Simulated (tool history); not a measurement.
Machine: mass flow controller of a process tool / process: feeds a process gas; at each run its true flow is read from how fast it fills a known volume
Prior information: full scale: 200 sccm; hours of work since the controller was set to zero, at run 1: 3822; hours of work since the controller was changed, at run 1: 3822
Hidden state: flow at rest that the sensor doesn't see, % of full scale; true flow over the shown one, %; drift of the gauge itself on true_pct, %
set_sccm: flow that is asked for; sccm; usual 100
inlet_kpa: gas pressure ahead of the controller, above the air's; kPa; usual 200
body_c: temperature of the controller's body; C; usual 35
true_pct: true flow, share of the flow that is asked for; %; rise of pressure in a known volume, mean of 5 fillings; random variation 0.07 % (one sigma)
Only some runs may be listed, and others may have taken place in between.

run,hour,set_sccm,inlet_kpa,body_c,hours of work since the controller was set to zero,hours of work since the controller was changed,true_pct
1,0.0,100,200,35,3822,3822,96.71
2,319.7,100,200,35,3994,3994,96.52
3,453.5,100,200,35,4066,4066,96.62
4,641.5,100,200,31,4167,4167,96.09
5,858.1,100,200,31,4283,4283,96.13
6,999.1,100,200,39,4359,4359,96.74
7,1210.6,100,200,39,4473,4473,96.52
8,1372.5,100,200,39,4560,4560,96.58
9,1623.4,100,200,39,4694,4694,96.56
10,1908.2,100,200,39,4847,4847,96.46
11,2221.1,155,200,39,5016,5016,97.89
12,2436.0,155,200,39,5131,5131,97.64
13,2571.6,106,200,35,5204,5204,96.15
14,2766.9,106,200,35,5309,5309,96.11
15,2973.3,106,200,35,5420,5420,96.04
16,3148.0,106,200,35,5514,5514,95.93
17,3289.4,100,200,35,5590,5590,95.71
18,3543.0,100,200,35,5726,5726,95.70
19,3728.3,100,200,35,5826,5826,95.53
20,3938.8,100,200,35,5939,5939,95.44
21,4209.2,106,160,34,6084,6084,95.96
# hour 4364.6: controller's zero set anew
22,4426.2,106,160,34,33,6201,97.57
23,4674.5,106,160,34,167,6334,97.42
24,4808.2,54,200,34,238,6406,96.24
25,5130.9,91,227,30,412,6579,96.43
26,5348.2,91,227,30,529,6696,96.37
27,5493.0,91,227,30,606,6774,96.36
28,5795.1,33,242,23,769,6936,94.16
29,5961.7,33,242,23,858,7026,94.05
30,6243.2,33,242,23,1010,7177,93.89
31,6483.8,162,258,39,1139,7306,97.74
32,6645.5,22,198,22,1226,7393,93.07
33,6945.3,101,266,29,1387,7554,95.78
34,7268.4,28,266,39,1561,7728,93.82
35,7504.0,28,266,39,1687,7855,93.63
36,7799.3,100,165,35,1846,8013,96.44
37,7960.7,100,272,25,1933,8100,95.04

Consider 4 possible next runs. They are alternatives, not a sequence: every one starts from the tool as it was left by run 37. What does each give?
A,8110.3,82,247,26,2013,8181,?
B,8110.3,148,212,35,2013,8181,?
C,8110.3,68,258,30,2013,8181,?
D,8110.3,44,142,20,2013,8181,?

run,true_pct
A,94.89
B,97.05
C,94.76
D,93.80
With the hidden condition removed and each run's random variation left untouched, the same runs would have given:
run,true_pct
A,97.88
B,99.68
C,97.91
D,97.49
